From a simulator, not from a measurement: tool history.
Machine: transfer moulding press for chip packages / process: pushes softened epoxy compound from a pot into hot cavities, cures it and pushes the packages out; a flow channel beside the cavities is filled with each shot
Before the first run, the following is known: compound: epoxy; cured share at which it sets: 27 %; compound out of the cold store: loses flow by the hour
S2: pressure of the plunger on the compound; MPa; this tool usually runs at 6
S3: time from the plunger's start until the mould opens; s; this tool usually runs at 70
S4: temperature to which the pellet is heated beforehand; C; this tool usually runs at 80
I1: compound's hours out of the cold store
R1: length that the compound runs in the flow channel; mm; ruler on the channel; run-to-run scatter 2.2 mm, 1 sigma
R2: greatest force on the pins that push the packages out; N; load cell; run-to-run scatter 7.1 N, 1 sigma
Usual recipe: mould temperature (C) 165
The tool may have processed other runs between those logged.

run 1 hour=0 | mould_temperature_(C)=165 S2=6 S3=70 S4=80 | I1=11.7 | R1=594 R2=286
-- hour=53.8 cavities cleaned with cleaning compound and waxed
run 2 hour=59.3 | mould_temperature_(C)=167 S2=6 S3=70 S4=80 | I1=13.3 | R1=578 R2=284
run 3 hour=90.4 | mould_temperature_(C)=167 S2=6 S3=70 S4=80 | I1=13.9 | R1=576 R2=426
-- hour=105.3 cavities cleaned with cleaning compound and waxed
run 4 hour=142.3 | mould_temperature_(C)=167 S2=6 S3=70 S4=80 | I1=16.1 | R1=558 R2=393
-- hour=150.1 plunger's sealing rings changed
-- hour=159.9 cavities cleaned with cleaning compound and waxed
run 5 hour=207.2 | mould_temperature_(C)=165 S2=6 S3=70 S4=80 | I1=8.1 | R1=621 R2=476
-- hour=212.9 cavities cleaned with cleaning compound and waxed
run 6 hour=259.5 | mould_temperature_(C)=165 S2=6 S3=70 S4=80 | I1=46.3 | R1=533 R2=453

What does the tool deliver on the next run?
-- hour=267.2 cavities cleaned with cleaning compound and waxed
run 7 hour=293.5 | mould_temperature_(C)=163 S2=4.59 S3=73 S4=80 | I1=38.2 | R1=? R2=?

{"run 7": {"R1": 478, "R2": 409}}
Were there no unlogged condition in the tool, this run, its random variation unchanged, would have produced R1 495 mm, R2 293 N.

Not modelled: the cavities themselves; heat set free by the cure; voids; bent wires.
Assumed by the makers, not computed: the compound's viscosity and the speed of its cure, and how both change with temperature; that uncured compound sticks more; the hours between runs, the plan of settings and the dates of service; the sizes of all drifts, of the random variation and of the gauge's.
